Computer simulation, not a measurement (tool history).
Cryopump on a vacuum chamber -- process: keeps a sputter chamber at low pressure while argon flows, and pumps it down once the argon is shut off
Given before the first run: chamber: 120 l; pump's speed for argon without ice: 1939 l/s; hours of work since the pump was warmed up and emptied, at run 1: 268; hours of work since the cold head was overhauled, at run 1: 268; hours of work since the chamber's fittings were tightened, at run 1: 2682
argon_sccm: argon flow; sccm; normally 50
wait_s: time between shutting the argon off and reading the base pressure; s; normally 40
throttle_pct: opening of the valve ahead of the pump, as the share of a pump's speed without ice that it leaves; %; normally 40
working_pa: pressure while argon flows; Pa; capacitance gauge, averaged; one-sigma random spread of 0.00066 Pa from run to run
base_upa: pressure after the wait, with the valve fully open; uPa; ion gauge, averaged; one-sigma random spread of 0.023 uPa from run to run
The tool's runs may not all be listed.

| run | day | argon_sccm | wait_s | throttle_pct | hours of work since the pump was warmed up and emptied | hours of work since the cold head was overhauled | hours of work since the chamber's fittings were tightened | working_pa | base_upa |
|---|---|---|---|---|---|---|---|---|---|
| 1 | 0.000 | 50 | 40 | 40 | 268 | 268 | 2682 | 0.1151 | 1.25 |
| 2 | 1.271 | 50 | 40 | 40 | 281 | 281 | 2695 | 0.1143 | 1.29 |
| 3 | 2.008 | 50 | 40 | 40 | 289 | 289 | 2702 | 0.1127 | 1.24 |
| 4 | 3.196 | 50 | 40 | 40 | 301 | 301 | 2714 | 0.1153 | 1.25 |
| 5 | 3.829 | 50 | 40 | 40 | 307 | 307 | 2721 | 0.1141 | 1.24 |
| 6 | 5.238 | 50 | 40 | 40 | 321 | 321 | 2735 | 0.1147 | 1.33 |
| 7 | 6.500 | 50 | 40 | 40 | 334 | 334 | 2748 | 0.1152 | 1.28 |
| 8 | 7.504 | 50 | 40 | 40 | 344 | 344 | 2758 | 0.1145 | 1.29 |
| 9 | 8.233 | 50 | 40 | 40 | 352 | 352 | 2766 | 0.1161 | 1.28 |
| 10 | 9.262 | 50 | 40 | 40 | 362 | 362 | 2776 | 0.1150 | 1.26 |
| 11 | 10.504 | 50 | 40 | 40 | 375 | 375 | 2789 | 0.1156 | 1.26 |
| 12 | 11.858 | 50 | 40 | 35 | 389 | 389 | 2802 | 0.1318 | 1.26 |
| 13 | 12.621 | 50 | 40 | 35 | 396 | 396 | 2810 | 0.1310 | 1.30 |
| 14 | 13.454 | 50 | 40 | 35 | 405 | 405 | 2819 | 0.1312 | 1.23 |
| 15 | 14.262 | 50 | 40 | 31 | 413 | 413 | 2827 | 0.1495 | 1.30 |
| 16 | 15.179 | 50 | 40 | 31 | 422 | 422 | 2836 | 0.1485 | 1.32 |
| 17 | 16.383 | 34 | 84 | 37 | 434 | 434 | 2848 | 0.0848 | 0.83 |
| 18 | 17.579 | 86 | 84 | 37 | 447 | 447 | 2860 | 0.2176 | 0.85 |
| 19 | 18.438 | 31 | 81 | 34 | 455 | 455 | 2869 | 0.0843 | 0.86 |
| 20 | 19.271 | 97 | 112 | 16 | 464 | 464 | 2878 | 0.5481 | 0.71 |
| 21 | 20.154 | 32 | 112 | 25 | 473 | 473 | 2887 | 0.1168 | 0.77 |
| 22 | 21.262 | 32 | 112 | 25 | 484 | 484 | 2898 | 0.1176 | 0.77 |
| 23 | 22.775 | 25 | 161 | 31 | 499 | 499 | 2913 | 0.0748 | 0.65 |

What if the next run were any one of these 5? Each begins from the tool's condition after run 23:
| A | 24.142 | 80 | 161 | 31 | 513 | 513 | 2927 | ? | ? |
| B | 24.142 | 72 | 156 | 20 | 513 | 513 | 2927 | ? | ? |
| C | 24.142 | 43 | 161 | 41 | 513 | 513 | 2927 | ? | ? |
| D | 24.142 | 61 | 55 | 25 | 513 | 513 | 2927 | ? | ? |
| E | 24.142 | 23 | 40 | 24 | 513 | 513 | 2927 | ? | ? |

| run | working_pa | base_upa |
|---|---|---|
| A | 0.2417 | 0.65 |
| B | 0.3271 | 0.63 |
| C | 0.0996 | 0.63 |
| D | 0.2243 | 1.08 |
| E | 0.0872 | 1.32 |
What these runs would have given with no unlogged condition in the tool:
| run | working_pa | base_upa |
|---|---|---|
| A | 0.2259 | 0.36 |
| B | 0.3129 | 0.35 |
| C | 0.0911 | 0.35 |
| D | 0.2123 | 0.79 |
| E | 0.0827 | 1.03 |

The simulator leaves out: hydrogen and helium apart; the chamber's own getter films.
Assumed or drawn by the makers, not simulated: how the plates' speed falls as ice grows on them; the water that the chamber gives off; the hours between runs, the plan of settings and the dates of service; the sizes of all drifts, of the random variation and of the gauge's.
